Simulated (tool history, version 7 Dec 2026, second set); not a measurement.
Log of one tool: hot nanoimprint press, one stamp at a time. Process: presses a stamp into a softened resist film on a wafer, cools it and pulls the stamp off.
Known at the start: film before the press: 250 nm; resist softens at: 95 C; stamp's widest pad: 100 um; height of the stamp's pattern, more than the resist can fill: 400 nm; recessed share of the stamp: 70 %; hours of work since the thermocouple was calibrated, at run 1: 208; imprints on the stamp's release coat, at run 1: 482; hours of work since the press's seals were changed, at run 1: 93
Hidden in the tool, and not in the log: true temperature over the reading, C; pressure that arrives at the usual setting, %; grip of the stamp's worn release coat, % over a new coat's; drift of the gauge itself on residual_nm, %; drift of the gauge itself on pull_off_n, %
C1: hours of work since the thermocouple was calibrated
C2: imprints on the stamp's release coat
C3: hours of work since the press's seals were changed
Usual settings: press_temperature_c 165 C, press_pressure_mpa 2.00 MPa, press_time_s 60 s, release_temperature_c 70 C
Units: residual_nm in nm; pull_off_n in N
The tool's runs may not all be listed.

Run 1, day 0.000: usual settings; C1 208; C2 482; C3 93. Result: residual_nm 148.8 nm, pull_off_n 166 N.
Run 2, day 1.033: usual settings; C1 226; C2 543; C3 111. Result: residual_nm 148.9 nm, pull_off_n 170 N.
Run 3, day 2.338: usual settings; C1 248; C2 620; C3 134. Result: residual_nm 150.0 nm, pull_off_n 174 N.
At day 3.150: stamp cleaned and given a new release coat.
Run 4, day 4.233: usual settings but press_pressure_mpa 1.96 MPa; C1 276; C2 64; C3 162. Result: residual_nm 151.1 nm, pull_off_n 146 N.
At day 5.221: plate thermocouple calibrated.
Run 5, day 5.779: usual settings; C1 10; C2 147; C3 187. Result: residual_nm 147.1 nm, pull_off_n 141 N.
Run 6, day 7.025: usual settings but press_time_s 110 s; C1 31; C2 220; C3 208. Result: residual_nm 121.4 nm, pull_off_n 152 N.
Run 7, day 8.404: usual settings but press_time_s 110 s, release_temperature_c 76 C; C1 55; C2 302; C3 232. Result: residual_nm 121.7 nm, pull_off_n 146 N.
Run 8, day 10.162: usual settings but press_time_s 57 s; C1 85; C2 405; C3 262. Result: residual_nm 152.1 nm, pull_off_n 162 N.
Run 9, day 11.154: usual settings but press_time_s 79 s; C1 102; C2 464; C3 280. Result: residual_nm 137.4 nm, pull_off_n 161 N.
Run 10, day 12.275: usual settings but press_temperature_c 171 C, press_pressure_mpa 2.01 MPa, press_time_s 50 s, release_temperature_c 60 C; C1 122; C2 530; C3 299. Result: residual_nm 134.0 nm, pull_off_n 185 N.
Run 11, day 13.542: usual settings but press_temperature_c 171 C, press_pressure_mpa 2.01 MPa, press_time_s 50 s, release_temperature_c 60 C; C1 144; C2 604; C3 321. Result: residual_nm 133.9 nm, pull_off_n 183 N.
At day 14.571: stamp cleaned and given a new release coat.
Run 12, day 15.038: usual settings but press_temperature_c 171 C, press_pressure_mpa 1.87 MPa, press_time_s 75 s, release_temperature_c 60 C; C1 165; C2 27; C3 342. Result: residual_nm 120.6 nm, pull_off_n 155 N.
Run 13, day 15.871: usual settings but press_time_s 34 s, release_temperature_c 69 C; C1 180; C2 77; C3 357. Result: residual_nm 175.8 nm, pull_off_n 143 N.
Run 14, day 17.762: usual settings but press_time_s 34 s, release_temperature_c 69 C; C1 212; C2 188; C3 389. Result: residual_nm 177.8 nm, pull_off_n 149 N.
Run 15, day 18.925: usual settings but press_temperature_c 175 C, press_pressure_mpa 2.76 MPa; C1 232; C2 256; C3 409. Result: residual_nm 98.3 nm, pull_off_n 150 N.

The same runs without the tool's hidden state, with the same run-to-run variation:
run  residual_nm  pull_off_n
  1        146.5         139
  2        146.2         140
  3        146.9         139
  4        147.5         142
  5        146.0         134
  6        120.0         140
  7        119.8         131
  8        149.5         140
  9        134.5         137
 10        130.9         153
 11        130.5         147
 12        117.1         152
 13        171.7         138
 14        173.0         138
 15         93.7         136
